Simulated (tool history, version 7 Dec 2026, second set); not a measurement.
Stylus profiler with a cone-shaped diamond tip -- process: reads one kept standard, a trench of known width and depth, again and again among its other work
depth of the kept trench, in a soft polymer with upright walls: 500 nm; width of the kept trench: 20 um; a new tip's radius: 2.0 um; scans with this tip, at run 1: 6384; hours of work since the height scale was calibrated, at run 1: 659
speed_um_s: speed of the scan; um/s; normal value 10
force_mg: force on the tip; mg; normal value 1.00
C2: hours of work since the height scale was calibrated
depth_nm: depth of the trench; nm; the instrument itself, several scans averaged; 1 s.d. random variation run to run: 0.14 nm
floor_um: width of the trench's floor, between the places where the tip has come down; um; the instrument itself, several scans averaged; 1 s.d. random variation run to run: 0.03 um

Run 1, day 0.000: usual settings; scans with this tip 6384; C2 659. Result: depth_nm 501.01 nm, floor_um 16.38 um.
Run 2, day 3.621: usual settings; scans with this tip 6859; C2 708. Result: depth_nm 500.61 nm, floor_um 16.35 um.
Run 3, day 6.321: usual settings; scans with this tip 7212; C2 745. Result: depth_nm 500.58 nm, floor_um 16.26 um.
Run 4, day 8.988: usual settings but speed_um_s 8 um/s; scans with this tip 7561; C2 781. Result: depth_nm 500.51 nm, floor_um 16.28 um.
Run 5, day 10.612: usual settings but speed_um_s 8 um/s; scans with this tip 7774; C2 803. Result: depth_nm 500.52 nm, floor_um 16.25 um.
Run 6, day 13.771: usual settings but force_mg 0.38 mg; scans with this tip 8188; C2 846. Result: depth_nm 499.28 nm, floor_um 16.12 um.
Run 7, day 15.621: usual settings; scans with this tip 8430; C2 871. Result: depth_nm 500.15 nm, floor_um 16.15 um.
Run 8, day 18.308: usual settings; scans with this tip 8782; C2 907. Result: depth_nm 500.15 nm, floor_um 16.10 um.
Run 9, day 19.804: usual settings; scans with this tip 8979; C2 927. Result: depth_nm 500.23 nm, floor_um 16.11 um.
Run 10, day 21.850: usual settings; scans with this tip 9247; C2 955. Result: depth_nm 500.34 nm, floor_um 16.06 um.
Run 11, day 23.738: usual settings; scans with this tip 9494; C2 981. Result: depth_nm 500.29 nm, floor_um 16.03 um.
Run 12, day 25.771: usual settings; scans with this tip 9760; C2 1008. Result: depth_nm 500.03 nm, floor_um 15.98 um.
Run 13, day 28.688: usual settings but speed_um_s 26 um/s; scans with this tip 10142; C2 1048. Result: depth_nm 499.90 nm, floor_um 15.75 um.
Run 14, day 31.388: usual settings but force_mg 0.99 mg; scans with this tip 10496; C2 1084. Result: depth_nm 500.08 nm, floor_um 15.93 um.
Run 15, day 34.092: usual settings but force_mg 0.99 mg; scans with this tip 10850; C2 1121. Result: depth_nm 499.82 nm, floor_um 15.90 um.
Run 16, day 36.775: usual settings but force_mg 0.99 mg; scans with this tip 11202; C2 1157. Result: depth_nm 499.66 nm, floor_um 15.87 um.
Run 17, day 39.175: usual settings but force_mg 0.99 mg; scans with this tip 11516; C2 1190. Result: depth_nm 499.56 nm, floor_um 15.81 um.
Run 18, day 41.383: usual settings; scans with this tip 11806; C2 1220. Result: depth_nm 499.74 nm, floor_um 15.81 um.
Run 19, day 44.583: usual settings but force_mg 0.51 mg; scans with this tip 12225; C2 1263. Result: depth_nm 498.96 nm, floor_um 15.74 um.
Run 20, day 46.792: usual settings; scans with this tip 12514; C2 1293. Result: depth_nm 499.32 nm, floor_um 15.72 um.
Run 21, day 50.100: usual settings but force_mg 2.72 mg; scans with this tip 12947; C2 1337. Result: depth_nm 501.52 nm, floor_um 15.70 um.
Run 22, day 51.771: usual settings but force_mg 2.72 mg; scans with this tip 13167; C2 1360. Result: depth_nm 501.24 nm, floor_um 15.76 um.
Run 23, day 54.092: usual settings but force_mg 2.72 mg; scans with this tip 13471; C2 1391. Result: depth_nm 501.22 nm, floor_um 15.67 um.
Run 24, day 57.492: usual settings but force_mg 2.72 mg; scans with this tip 13916; C2 1438. Result: depth_nm 501.08 nm, floor_um 15.58 um.
At day 59.538: height scale calibrated on a step standard.
Run 25, day 59.658: usual settings but speed_um_s 15 um/s, force_mg 0.37 mg; scans with this tip 14197; C2 2. Result: depth_nm 501.04 nm, floor_um 15.38 um.
Run 26, day 61.346: usual settings but speed_um_s 3 um/s, force_mg 1.23 mg; scans with this tip 14418; C2 24. Result: depth_nm 502.55 nm, floor_um 15.63 um.
Run 27, day 62.975: usual settings but speed_um_s 23 um/s, force_mg 0.41 mg; scans with this tip 14632; C2 47. Result: depth_nm 501.23 nm, floor_um 15.25 um.
Run 28, day 64.683: usual settings but speed_um_s 31 um/s, force_mg 0.76 mg; scans with this tip 14855; C2 70. Result: depth_nm 501.68 nm, floor_um 15.22 um.
Run 29, day 67.604: usual settings but speed_um_s 31 um/s, force_mg 0.76 mg; scans with this tip 15238; C2 109. Result: depth_nm 501.69 nm, floor_um 15.22 um.
Run 30, day 70.233: usual settings but speed_um_s 31 um/s, force_mg 0.75 mg; scans with this tip 15582; C2 145. Result: depth_nm 501.40 nm, floor_um 15.16 um.
Run 31, day 73.400: usual settings but speed_um_s 24 um/s, force_mg 0.40 mg; scans with this tip 15997; C2 188. Result: depth_nm 500.91 nm, floor_um 15.16 um.
Run 32, day 76.050: usual settings but speed_um_s 20 um/s, force_mg 1.16 mg; scans with this tip 16344; C2 223. Result: depth_nm 501.71 nm, floor_um 15.28 um.
Run 33, day 78.150: usual settings but speed_um_s 39 um/s, force_mg 0.58 mg; scans with this tip 16620; C2 252. Result: depth_nm 501.03 nm, floor_um 14.92 um.
Run 34, day 80.592: usual settings but speed_um_s 13 um/s, force_mg 2.15 mg; scans with this tip 16940; C2 285. Result: depth_nm 502.73 nm, floor_um 15.30 um.
Run 35, day 83.696: usual settings but speed_um_s 9 um/s, force_mg 1.36 mg; scans with this tip 17346; C2 327. Result: depth_nm 502.23 nm, floor_um 15.29 um.
Run 36, day 87.033: usual settings but speed_um_s 9 um/s, force_mg 1.36 mg; scans with this tip 17784; C2 372. Result: depth_nm 501.86 nm, floor_um 15.30 um.
Run 37, day 88.779: usual settings but speed_um_s 22 um/s, force_mg 1.55 mg; scans with this tip 18012; C2 396. Result: depth_nm 502.03 nm, floor_um 15.13 um.
Run 38, day 91.196: usual settings but speed_um_s 19 um/s, force_mg 1.21 mg; scans with this tip 18329; C2 428. Result: depth_nm 501.86 nm, floor_um 15.07 um.
Run 39, day 93.979: usual settings but speed_um_s 19 um/s, force_mg 1.21 mg; scans with this tip 18694; C2 466. Result: depth_nm 501.19 nm, floor_um 15.06 um.
Run 40, day 96.104: usual settings but speed_um_s 19 um/s, force_mg 1.21 mg; scans with this tip 18972; C2 495. Result: depth_nm 501.16 nm, floor_um 15.07 um.
Run 41, day 99.367: usual settings but speed_um_s 11 um/s, force_mg 0.77 mg; scans with this tip 19399; C2 539. Result: depth_nm 500.82 nm, floor_um 15.07 um.
Run 42, day 102.446: usual settings but speed_um_s 18 um/s, force_mg 0.46 mg; scans with this tip 19802; C2 581. Result: depth_nm 500.16 nm, floor_um 14.94 um.
Run 43, day 105.262: usual settings but speed_um_s 18 um/s, force_mg 0.46 mg; scans with this tip 20172; C2 619. Result: depth_nm 500.23 nm, floor_um 14.86 um.
Run 44, day 108.429: usual settings but speed_um_s 4 um/s, force_mg 1.80 mg; scans with this tip 20586; C2 662. Result: depth_nm 501.75 nm, floor_um 15.08 um.
Run 45, day 110.062: usual settings but speed_um_s 9 um/s, force_mg 0.38 mg; scans with this tip 20800; C2 684. Result: depth_nm 499.91 nm, floor_um 14.94 um.
Run 46, day 113.375: usual settings but speed_um_s 9 um/s, force_mg 0.38 mg; scans with this tip 21234; C2 729. Result: depth_nm 499.82 nm, floor_um 14.90 um.

Each row is a separate what-if for the run after 46, all from the same tool condition, not one after another. Results?
Run A, day 115.504: usual settings but speed_um_s 6 um/s, force_mg 1.20 mg; scans with this tip 21513; C2 757. Result: depth_nm ?, floor_um ?.
Run B, day 115.504: usual settings but speed_um_s 3 um/s, force_mg 2.01 mg; scans with this tip 21513; C2 757. Result: depth_nm ?, floor_um ?.
Run C, day 115.504: usual settings but speed_um_s 19 um/s, force_mg 1.50 mg; scans with this tip 21513; C2 757. Result: depth_nm ?, floor_um ?.
Run D, day 115.504: usual settings but speed_um_s 5 um/s, force_mg 0.34 mg; scans with this tip 21513; C2 757. Result: depth_nm ?, floor_um ?.

run  depth_nm  floor_um
  A    500.74     14.98
  B    501.88     15.03
  C    501.23     14.91
  D    499.65     14.92
Without the tool's unlogged condition, the same runs would have read:
run  depth_nm  floor_um
  A    502.15     17.31
  B    503.29     17.36
  C    502.64     17.24
  D    501.05     17.25
